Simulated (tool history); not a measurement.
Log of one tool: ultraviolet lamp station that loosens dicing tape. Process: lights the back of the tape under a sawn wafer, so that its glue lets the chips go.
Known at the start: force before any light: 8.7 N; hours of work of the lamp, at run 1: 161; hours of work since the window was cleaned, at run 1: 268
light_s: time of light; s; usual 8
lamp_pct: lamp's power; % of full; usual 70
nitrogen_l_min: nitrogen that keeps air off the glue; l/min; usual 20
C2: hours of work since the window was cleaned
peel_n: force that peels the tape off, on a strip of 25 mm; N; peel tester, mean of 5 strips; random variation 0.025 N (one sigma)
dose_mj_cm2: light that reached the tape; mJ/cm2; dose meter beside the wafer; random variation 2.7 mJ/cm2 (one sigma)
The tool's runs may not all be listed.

Run 1, hour 0.0: usual settings; hours of work of the lamp 161; C2 268. Result: peel_n 1.501 N, dose_mj_cm2 338 mJ/cm2.
Run 2, hour 12.5: usual settings; hours of work of the lamp 171; C2 278. Result: peel_n 1.508 N, dose_mj_cm2 336 mJ/cm2.
Run 3, hour 29.6: usual settings but nitrogen_l_min 7 l/min; hours of work of the lamp 184; C2 291. Result: peel_n 2.942 N, dose_mj_cm2 338 mJ/cm2.
Run 4, hour 48.3: usual settings; hours of work of the lamp 199; C2 305. Result: peel_n 1.479 N, dose_mj_cm2 331 mJ/cm2.
Run 5, hour 64.7: usual settings; hours of work of the lamp 211; C2 318. Result: peel_n 1.514 N, dose_mj_cm2 336 mJ/cm2.
Run 6, hour 82.4: usual settings; hours of work of the lamp 225; C2 332. Result: peel_n 1.534 N, dose_mj_cm2 325 mJ/cm2.
Run 7, hour 102.3: usual settings but lamp_pct 72 % of full; hours of work of the lamp 240; C2 347. Result: peel_n 1.559 N, dose_mj_cm2 335 mJ/cm2.
Run 8, hour 111.5: usual settings but lamp_pct 72 % of full; hours of work of the lamp 248; C2 354. Result: peel_n 1.511 N, dose_mj_cm2 333 mJ/cm2.
Run 9, hour 127.1: usual settings; hours of work of the lamp 260; C2 366. Result: peel_n 1.573 N, dose_mj_cm2 326 mJ/cm2.
Run 10, hour 141.4: usual settings; hours of work of the lamp 271; C2 378. Result: peel_n 1.634 N, dose_mj_cm2 322 mJ/cm2.
Run 11, hour 160.8: usual settings; hours of work of the lamp 286; C2 393. Result: peel_n 1.575 N, dose_mj_cm2 320 mJ/cm2.
Run 12, hour 171.2: usual settings; hours of work of the lamp 294; C2 401. Result: peel_n 1.621 N, dose_mj_cm2 318 mJ/cm2.
Run 13, hour 187.8: usual settings; hours of work of the lamp 307; C2 413. Result: peel_n 1.637 N, dose_mj_cm2 316 mJ/cm2.
At hour 199.4: window cleaned of glue's vapour.
Run 14, hour 208.5: usual settings; hours of work of the lamp 322; C2 7. Result: peel_n 1.527 N, dose_mj_cm2 333 mJ/cm2.
Run 15, hour 228.0: usual settings; hours of work of the lamp 337; C2 22. Result: peel_n 1.551 N, dose_mj_cm2 326 mJ/cm2.
Run 16, hour 238.2: usual settings; hours of work of the lamp 345; C2 30. Result: peel_n 1.531 N, dose_mj_cm2 325 mJ/cm2.
Run 17, hour 252.1: usual settings; hours of work of the lamp 356; C2 41. Result: peel_n 1.587 N, dose_mj_cm2 331 mJ/cm2.
Run 18, hour 272.7: usual settings but nitrogen_l_min 18 l/min; hours of work of the lamp 372; C2 57. Result: peel_n 1.696 N, dose_mj_cm2 326 mJ/cm2.
Run 19, hour 287.3: usual settings but light_s 6 s; hours of work of the lamp 383; C2 68. Result: peel_n 2.464 N, dose_mj_cm2 239 mJ/cm2.
Run 20, hour 302.4: usual settings but light_s 12 s, lamp_pct 90 % of full, nitrogen_l_min 8 l/min; hours of work of the lamp 395; C2 80. Result: peel_n 1.015 N, dose_mj_cm2 612 mJ/cm2.
Run 21, hour 311.5: usual settings but light_s 12 s, lamp_pct 94 % of full, nitrogen_l_min 25 l/min; hours of work of the lamp 402; C2 87. Result: peel_n 0.314 N, dose_mj_cm2 644 mJ/cm2.
Run 22, hour 321.1: usual settings but light_s 11 s, nitrogen_l_min 27 l/min; hours of work of the lamp 409; C2 94. Result: peel_n 0.722 N, dose_mj_cm2 438 mJ/cm2.
Run 23, hour 332.4: usual settings but light_s 15 s, lamp_pct 98 % of full, nitrogen_l_min 17 l/min; hours of work of the lamp 418; C2 103. Result: peel_n 0.248 N, dose_mj_cm2 829 mJ/cm2.
Run 24, hour 341.7: usual settings but light_s 6 s, lamp_pct 78 % of full; hours of work of the lamp 425; C2 110. Result: peel_n 2.166 N, dose_mj_cm2 264 mJ/cm2.
Run 25, hour 350.7: usual settings but light_s 12 s, lamp_pct 75 % of full, nitrogen_l_min 11 l/min; hours of work of the lamp 432; C2 117. Result: peel_n 1.147 N, dose_mj_cm2 511 mJ/cm2.
Run 26, hour 363.4: usual settings but light_s 12 s, lamp_pct 75 % of full, nitrogen_l_min 11 l/min; hours of work of the lamp 442; C2 127. Result: peel_n 1.189 N, dose_mj_cm2 501 mJ/cm2.
Run 27, hour 376.0: usual settings but light_s 5 s, nitrogen_l_min 10 l/min; hours of work of the lamp 452; C2 137. Result: peel_n 4.071 N, dose_mj_cm2 195 mJ/cm2.
Run 28, hour 390.8: usual settings but light_s 5 s, lamp_pct 99 % of full, nitrogen_l_min 13 l/min; hours of work of the lamp 463; C2 148. Result: peel_n 2.588 N, dose_mj_cm2 279 mJ/cm2.
Run 29, hour 401.2: usual settings but light_s 10 s, lamp_pct 62 % of full, nitrogen_l_min 7 l/min; hours of work of the lamp 471; C2 156. Result: peel_n 2.759 N, dose_mj_cm2 341 mJ/cm2.
Run 30, hour 410.8: usual settings but nitrogen_l_min 8 l/min; hours of work of the lamp 479; C2 164. Result: peel_n 2.923 N, dose_mj_cm2 302 mJ/cm2.
Run 31, hour 420.9: usual settings but light_s 14 s, lamp_pct 73 % of full, nitrogen_l_min 25 l/min; hours of work of the lamp 487; C2 171. Result: peel_n 0.440 N, dose_mj_cm2 556 mJ/cm2.
Run 32, hour 435.1: usual settings but light_s 10 s, lamp_pct 73 % of full, nitrogen_l_min 12 l/min; hours of work of the lamp 498; C2 182. Result: peel_n 1.605 N, dose_mj_cm2 390 mJ/cm2.
Run 33, hour 444.3: usual settings but light_s 4 s, nitrogen_l_min 8 l/min; hours of work of the lamp 505; C2 189. Result: peel_n 4.931 N, dose_mj_cm2 153 mJ/cm2.
Run 34, hour 458.4: usual settings but lamp_pct 85 % of full, nitrogen_l_min 9 l/min; hours of work of the lamp 516; C2 200. Result: peel_n 2.259 N, dose_mj_cm2 361 mJ/cm2.

Hidden state at the last listed run before each entry between runs and at the first one after, where it differs:
Between runs 13 and 14: window cleaned of glue's vapour (hour 199.4)
  lamp's light, % of a new lamp's: 89.9 -> 89.4; light that the window lets through, % of a clean one's: 94.4 -> 99.7
  measured less the result without the state, peel_n: +0.402 -> +0.279 N; dose_mj_cm2: -57 -> -40 mJ/cm2
